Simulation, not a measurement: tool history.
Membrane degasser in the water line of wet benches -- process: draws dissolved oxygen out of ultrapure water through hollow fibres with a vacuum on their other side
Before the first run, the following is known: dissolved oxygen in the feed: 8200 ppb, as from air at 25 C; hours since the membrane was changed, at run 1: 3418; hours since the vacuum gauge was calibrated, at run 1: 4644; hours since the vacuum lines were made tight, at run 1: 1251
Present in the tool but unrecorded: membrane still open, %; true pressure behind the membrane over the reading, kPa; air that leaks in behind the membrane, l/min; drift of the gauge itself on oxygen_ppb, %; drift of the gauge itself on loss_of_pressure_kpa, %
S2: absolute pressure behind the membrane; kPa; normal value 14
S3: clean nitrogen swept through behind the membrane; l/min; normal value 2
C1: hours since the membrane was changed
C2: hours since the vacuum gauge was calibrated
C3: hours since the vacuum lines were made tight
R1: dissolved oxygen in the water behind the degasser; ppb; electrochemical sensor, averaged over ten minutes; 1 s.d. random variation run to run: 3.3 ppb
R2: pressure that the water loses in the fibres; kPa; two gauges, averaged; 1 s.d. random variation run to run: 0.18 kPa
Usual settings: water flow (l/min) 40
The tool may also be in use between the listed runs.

{"run": 1, "hour": 0.0, "water flow (l/min)": 40, "S2": 14, "S3": 2, "C1": 3418, "C2": 4644, "C3": 1251, "R1": 480.4, "R2": 31.98}
{"run": 2, "hour": 80.5, "water flow (l/min)": 40, "S2": 9.7, "S3": 2, "C1": 3498, "C2": 4725, "C3": 1332, "R1": 303.8, "R2": 31.8}
{"run": 3, "hour": 124.8, "water flow (l/min)": 40, "S2": 14, "S3": 2, "C1": 3542, "C2": 4769, "C3": 1376, "R1": 477.4, "R2": 31.83}
{"hour": 138.3, "done": "vacuum gauge calibrated"}
{"run": 4, "hour": 167.7, "water flow (l/min)": 40, "S2": 14, "S3": 2, "C1": 3585, "C2": 29, "C3": 1419, "R1": 462, "R2": 32.17}
{"run": 5, "hour": 263.9, "water flow (l/min)": 40, "S2": 14, "S3": 2, "C1": 3681, "C2": 126, "C3": 1515, "R1": 465.5, "R2": 32.11}
{"run": 6, "hour": 350.9, "water flow (l/min)": 40, "S2": 14, "S3": 1.58, "C1": 3768, "C2": 213, "C3": 1602, "R1": 563.4, "R2": 31.98}
{"run": 7, "hour": 394.9, "water flow (l/min)": 40, "S2": 14, "S3": 2, "C1": 3812, "C2": 257, "C3": 1646, "R1": 468.9, "R2": 32.05}
{"run": 8, "hour": 452.7, "water flow (l/min)": 40, "S2": 11.6, "S3": 2, "C1": 3870, "C2": 314, "C3": 1703, "R1": 369.1, "R2": 31.88}
{"run": 9, "hour": 524.8, "water flow (l/min)": 40, "S2": 11.6, "S3": 2, "C1": 3942, "C2": 387, "C3": 1776, "R1": 364.9, "R2": 32.18}
{"run": 10, "hour": 607.7, "water flow (l/min)": 40, "S2": 11.6, "S3": 2, "C1": 4025, "C2": 469, "C3": 1859, "R1": 366.7, "R2": 31.93}
{"run": 11, "hour": 684.5, "water flow (l/min)": 40, "S2": 11.6, "S3": 2, "C1": 4102, "C2": 546, "C3": 1935, "R1": 368.6, "R2": 32.05}
{"run": 12, "hour": 742.0, "water flow (l/min)": 40, "S2": 11.6, "S3": 2, "C1": 4159, "C2": 604, "C3": 1993, "R1": 370, "R2": 32.33}
{"run": 13, "hour": 797.9, "water flow (l/min)": 40, "S2": 11.6, "S3": 2, "C1": 4215, "C2": 660, "C3": 2049, "R1": 371.3, "R2": 32.24}
{"run": 14, "hour": 841.4, "water flow (l/min)": 40, "S2": 11.6, "S3": 2, "C1": 4259, "C2": 703, "C3": 2092, "R1": 369.1, "R2": 32.25}
{"run": 15, "hour": 940.0, "water flow (l/min)": 40, "S2": 14, "S3": 1.52, "C1": 4357, "C2": 802, "C3": 2191, "R1": 578, "R2": 31.96}
{"run": 16, "hour": 1029.3, "water flow (l/min)": 40, "S2": 14, "S3": 1.52, "C1": 4446, "C2": 891, "C3": 2280, "R1": 588.8, "R2": 32.01}
{"run": 17, "hour": 1086.5, "water flow (l/min)": 40, "S2": 11.4, "S3": 2, "C1": 4504, "C2": 948, "C3": 2337, "R1": 362.3, "R2": 32.4}
{"run": 18, "hour": 1186.9, "water flow (l/min)": 40, "S2": 13.9, "S3": 2, "C1": 4604, "C2": 1049, "C3": 2438, "R1": 465.5, "R2": 31.95}
{"run": 19, "hour": 1240.0, "water flow (l/min)": 48, "S2": 16.2, "S3": 2.32, "C1": 4657, "C2": 1102, "C3": 2491, "R1": 576.8, "R2": 38.63}
{"run": 20, "hour": 1306.1, "water flow (l/min)": 28, "S2": 14, "S3": 3.12, "C1": 4723, "C2": 1168, "C3": 2557, "R1": 229.4, "R2": 22.74}
{"run": 21, "hour": 1348.8, "water flow (l/min)": 28, "S2": 14, "S3": 3.12, "C1": 4766, "C2": 1210, "C3": 2600, "R1": 227.5, "R2": 22.67}
{"run": 22, "hour": 1426.2, "water flow (l/min)": 40, "S2": 11.8, "S3": 0.95, "C1": 4843, "C2": 1288, "C3": 2677, "R1": 692.6, "R2": 32.18}
{"run": 23, "hour": 1499.5, "water flow (l/min)": 49, "S2": 17.8, "S3": 0.87, "C1": 4917, "C2": 1361, "C3": 2750, "R1": 1355.6, "R2": 39.66}
{"run": 24, "hour": 1570.0, "water flow (l/min)": 49, "S2": 17.8, "S3": 0.87, "C1": 4987, "C2": 1432, "C3": 2821, "R1": 1348.4, "R2": 39.72}
{"run": 25, "hour": 1668.9, "water flow (l/min)": 32, "S2": 17, "S3": 5.01, "C1": 5086, "C2": 1531, "C3": 2920, "R1": 215.4, "R2": 25.85}

Run 26 has not been measured yet. What should we expect?
{"run": 26, "hour": 1723.9, "water flow (l/min)": 32, "S2": 8.5, "S3": 1.68, "C1": 5141, "C2": 1586, "C3": 2975, "R1": "?", "R2": "?"}

R1: 230.4 ppb
R2: 25.68 kPa
Were there no unlogged condition in the tool, this run, its random variation unchanged, would have produced R1 224 ppb, R2 24.9 kPa.
